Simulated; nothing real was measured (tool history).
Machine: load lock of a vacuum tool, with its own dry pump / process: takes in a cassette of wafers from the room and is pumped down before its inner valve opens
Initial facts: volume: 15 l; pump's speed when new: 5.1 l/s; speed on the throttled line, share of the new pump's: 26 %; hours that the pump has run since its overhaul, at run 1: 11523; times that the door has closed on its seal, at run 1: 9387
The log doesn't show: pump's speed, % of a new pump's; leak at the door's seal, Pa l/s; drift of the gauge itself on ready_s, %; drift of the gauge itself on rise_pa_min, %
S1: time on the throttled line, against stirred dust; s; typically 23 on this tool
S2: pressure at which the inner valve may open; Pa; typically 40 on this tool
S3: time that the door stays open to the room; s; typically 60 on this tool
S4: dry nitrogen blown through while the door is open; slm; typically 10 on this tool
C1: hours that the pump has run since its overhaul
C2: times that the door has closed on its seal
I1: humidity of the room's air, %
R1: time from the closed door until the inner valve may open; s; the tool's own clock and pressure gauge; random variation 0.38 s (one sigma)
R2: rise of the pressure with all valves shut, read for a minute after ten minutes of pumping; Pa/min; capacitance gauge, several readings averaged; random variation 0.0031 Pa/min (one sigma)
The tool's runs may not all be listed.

run 1 hour=0 | S1=23 S2=40 S3=60 S4=10 | C1=11523 C2=9387 | I1=46.9 | R1=39.9 R2=0.059
run 2 hour=119.4 | S1=23 S2=40 S3=60 S4=10 | C1=11643 C2=9722 | I1=44.9 | R1=40.3 R2=0.059
run 3 hour=237.4 | S1=23 S2=40 S3=60 S4=10 | C1=11761 C2=10054 | I1=43.4 | R1=40.1 R2=0.053
run 4 hour=357.7 | S1=23 S2=40 S3=60 S4=10 | C1=11881 C2=10392 | I1=43.7 | R1=40.7 R2=0.058
run 5 hour=465.5 | S1=23 S2=40 S3=60 S4=10 | C1=11989 C2=10695 | I1=44.1 | R1=39.9 R2=0.056
-- hour=505.2 dry pump taken out, an overhauled one fitted
run 6 hour=545.3 | S1=23 S2=40 S3=60 S4=10 | C1=40 C2=10902 | I1=44.9 | R1=40.3 R2=0.056
run 7 hour=667.4 | S1=23 S2=40 S3=60 S4=10 | C1=162 C2=11246 | I1=43.8 | R1=40.5 R2=0.06
run 8 hour=825.5 | S1=23 S2=40 S3=60 S4=10 | C1=320 C2=11690 | I1=47.2 | R1=39.9 R2=0.06
run 9 hour=960.7 | S1=23 S2=40 S3=60 S4=10 | C1=456 C2=12070 | I1=46.3 | R1=39.5 R2=0.06
run 10 hour=1105.2 | S1=23 S2=40 S3=60 S4=10 | C1=600 C2=12476 | I1=46.2 | R1=39.5 R2=0.057
run 11 hour=1188.8 | S1=23 S2=40 S3=60 S4=10 | C1=684 C2=12711 | I1=46.1 | R1=40.3 R2=0.052
run 12 hour=1342.7 | S1=23 S2=38 S3=235 S4=5 | C1=838 C2=13143 | I1=44.7 | R1=40.1 R2=0.128
run 13 hour=1453.2 | S1=19 S2=48 S3=60 S4=10 | C1=948 C2=13453 | I1=48.3 | R1=36.7 R2=0.061
run 14 hour=1589.5 | S1=39 S2=48 S3=60 S4=4 | C1=1084 C2=13837 | I1=47.5 | R1=51.1 R2=0.086
run 15 hour=1674 | S1=23 S2=40 S3=143 S4=6 | C1=1169 C2=14074 | I1=48.9 | R1=39.5 R2=0.11
run 16 hour=1779.1 | S1=23 S2=40 S3=143 S4=6 | C1=1274 C2=14369 | I1=44 | R1=40.3 R2=0.095
run 17 hour=1900.2 | S1=36 S2=40 S3=60 S4=10 | C1=1395 C2=14710 | I1=46.5 | R1=49.9 R2=0.056
run 18 hour=2056.4 | S1=36 S2=40 S3=60 S4=10 | C1=1551 C2=15148 | I1=45.5 | R1=50 R2=0.056

What will run 19 give?
run 19 hour=2123.6 | S1=23 S2=77 S3=27 S4=41 | C1=1618 C2=15337 | I1=44.9 | R1=? R2=?

Run 19 came out at R1 38.7 s, R2 0.022 Pa/min.
Take away the tool's hidden state, keep the run-to-run variation as it was, and the same run would have given R1 38.7 s, R2 0.022 Pa/min.

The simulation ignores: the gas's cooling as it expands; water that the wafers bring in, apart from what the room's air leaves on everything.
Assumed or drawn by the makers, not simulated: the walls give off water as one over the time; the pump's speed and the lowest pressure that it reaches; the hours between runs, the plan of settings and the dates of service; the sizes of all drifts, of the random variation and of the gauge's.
